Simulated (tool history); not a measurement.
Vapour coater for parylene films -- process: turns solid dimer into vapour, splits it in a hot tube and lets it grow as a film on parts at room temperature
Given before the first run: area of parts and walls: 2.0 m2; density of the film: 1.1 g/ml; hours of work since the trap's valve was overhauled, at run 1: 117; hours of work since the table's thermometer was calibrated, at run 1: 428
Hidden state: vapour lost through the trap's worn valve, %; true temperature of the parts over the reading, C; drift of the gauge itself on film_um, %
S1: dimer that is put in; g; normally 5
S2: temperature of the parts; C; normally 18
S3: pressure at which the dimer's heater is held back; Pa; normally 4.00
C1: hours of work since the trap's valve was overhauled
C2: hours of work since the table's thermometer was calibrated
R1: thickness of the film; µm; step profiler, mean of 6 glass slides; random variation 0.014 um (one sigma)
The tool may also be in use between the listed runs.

Run 1, hour 0.0: usual settings; C1 117; C2 428. Result: R1 1.76 µm.
Run 2, hour 60.4: usual settings; C1 153; C2 464. Result: R1 1.75 µm.
Run 3, hour 87.4: usual settings but S3 2.12 Pa; C1 169; C2 480. Result: R1 1.84 µm.
Run 4, hour 132.5: usual settings but S1 3 g; C1 196; C2 507. Result: R1 1.04 µm.
Run 5, hour 189.2: usual settings but S1 3 g; C1 230; C2 541. Result: R1 1.02 µm.
Run 6, hour 252.5: usual settings; C1 268; C2 579. Result: R1 1.72 µm.
Run 7, hour 292.1: usual settings; C1 292; C2 603. Result: R1 1.71 µm.
Run 8, hour 331.1: usual settings; C1 315; C2 626. Result: R1 1.70 µm.
Run 9, hour 395.3: usual settings but S3 7.05 Pa; C1 354; C2 665. Result: R1 1.62 µm.
Run 10, hour 444.9: usual settings but S1 4 g; C1 383; C2 694. Result: R1 1.33 µm.
Run 11, hour 478.1: usual settings but S1 4 g; C1 403; C2 714. Result: R1 1.35 µm.
Run 12, hour 519.3: usual settings but S1 4 g; C1 428; C2 739. Result: R1 1.32 µm.
Run 13, hour 554.1: usual settings but S1 4 g; C1 449; C2 760. Result: R1 1.34 µm.
Run 14, hour 613.6: usual settings but S1 2 g; C1 484; C2 795. Result: R1 0.68 µm.
Run 15, hour 665.1: usual settings but S3 4.95 Pa; C1 515; C2 826. Result: R1 1.63 µm.
Run 16, hour 701.9: usual settings but S3 4.95 Pa; C1 537; C2 848. Result: R1 1.61 µm.
Run 17, hour 757.5: usual settings but S3 4.95 Pa; C1 570; C2 882. Result: R1 1.63 µm.
Run 18, hour 806.3: usual settings but S3 4.95 Pa; C1 600; C2 911. Result: R1 1.59 µm.
Run 19, hour 841.7: usual settings but S3 4.95 Pa; C1 621; C2 932. Result: R1 1.59 µm.
Run 20, hour 883.7: usual settings but S3 4.95 Pa; C1 646; C2 957. Result: R1 1.57 µm.
Run 21, hour 919.1: usual settings but S2 14 C; C1 667; C2 978. Result: R1 1.86 µm.
At hour 940.9: trap's valve overhauled.
Run 22, hour 962.3: usual settings but S2 14 C, S3 3.78 Pa; C1 13; C2 1002. Result: R1 2.01 µm.
Run 23, hour 1017.1: usual settings but S1 2 g, S2 23 C, S3 2.19 Pa; C1 46; C2 1035. Result: R1 0.61 µm.
At hour 1031.6: table's thermometer calibrated.
Run 24, hour 1047.5: usual settings but S1 2 g, S2 23 C, S3 2.19 Pa; C1 63; C2 10. Result: R1 0.64 µm.
Run 25, hour 1099.1: usual settings but S1 2 g, S2 14 C, S3 6.01 Pa; C1 94; C2 40. Result: R1 0.81 µm.
Run 26, hour 1146.3: usual settings but S1 4 g, S2 12 C, S3 2.01 Pa; C1 122; C2 69. Result: R1 1.77 µm.
Run 27, hour 1199.6: usual settings but S1 4 g, S2 12 C, S3 8.29 Pa; C1 154; C2 101. Result: R1 1.67 µm.
Run 28, hour 1257.8: usual settings but S1 4 g, S2 12 C, S3 8.29 Pa; C1 189; C2 135. Result: R1 1.63 µm.
Run 29, hour 1300.8: usual settings but S1 4 g, S2 12 C, S3 8.29 Pa; C1 215; C2 161. Result: R1 1.64 µm.
Run 30, hour 1331.4: usual settings but S1 4 g, S2 12 C, S3 8.29 Pa; C1 233; C2 180. Result: R1 1.61 µm.
Run 31, hour 1384.7: usual settings but S2 11 C; C1 265; C2 211. Result: R1 2.16 µm.
Run 32, hour 1430.5: usual settings but S1 2 g, S2 23 C, S3 4.32 Pa; C1 293; C2 239. Result: R1 0.59 µm.
Run 33, hour 1461.6: usual settings but S1 6 g; C1 311; C2 257. Result: R1 2.11 µm.
Run 34, hour 1495.1: usual settings but S3 2.06 Pa; C1 331; C2 278. Result: R1 1.87 µm.
Run 35, hour 1550.3: usual settings but S1 2 g, S2 14 C, S3 4.65 Pa; C1 364; C2 311. Result: R1 0.79 µm.
Run 36, hour 1581.2: usual settings but S1 2 g, S2 12 C, S3 4.68 Pa; C1 383; C2 329. Result: R1 0.84 µm.
Run 37, hour 1641.7: usual settings but S1 2 g, S2 13 C, S3 5.37 Pa; C1 419; C2 365. Result: R1 0.79 µm.
Run 38, hour 1704.0: usual settings but S2 22 C, S3 6.32 Pa; C1 456; C2 403. Result: R1 1.42 µm.
Run 39, hour 1739.8: usual settings but S1 2 g, S2 23 C, S3 2.96 Pa; C1 478; C2 424. Result: R1 0.58 µm.
Run 40, hour 1789.2: usual settings; C1 507; C2 454. Result: R1 1.69 µm.

Below, some changes in R1 between adjacent runs. For each, the amount present without the hidden state too (settings, incoming material, random variation) and the amount remaining for the hidden state with gauge scatter not shared by both compared results:
Run 14 -> 15: S1 2 -> 5, S3 4.00 -> 4.95. R1 +0.95 µm: hidden state -0.12, all else +1.07.
Run 21 -> 22: S3 4.00 -> 3.78, trap's valve overhauled. R1 +0.15 µm: hidden state +0.14, all else +0.01.
Run 22 -> 23: S1 5 -> 2, S2 14 -> 23, S3 3.78 -> 2.19. R1 -1.40 µm: hidden state +0.07, all else -1.47.
Run 31 -> 32: S1 5 -> 2, S2 11 -> 23, S3 4.00 -> 4.32. R1 -1.57 µm: hidden state +0.04, all else -1.61.
Run 32 -> 33: S1 2 -> 6, S2 23 -> 18, S3 4.32 -> 4.00. R1 +1.52 µm: hidden state -0.07, all else +1.59.
Run 39 -> 40: S1 2 -> 5, S2 23 -> 18, S3 2.96 -> 4.00. R1 +1.11 µm: hidden state -0.10, all else +1.21.
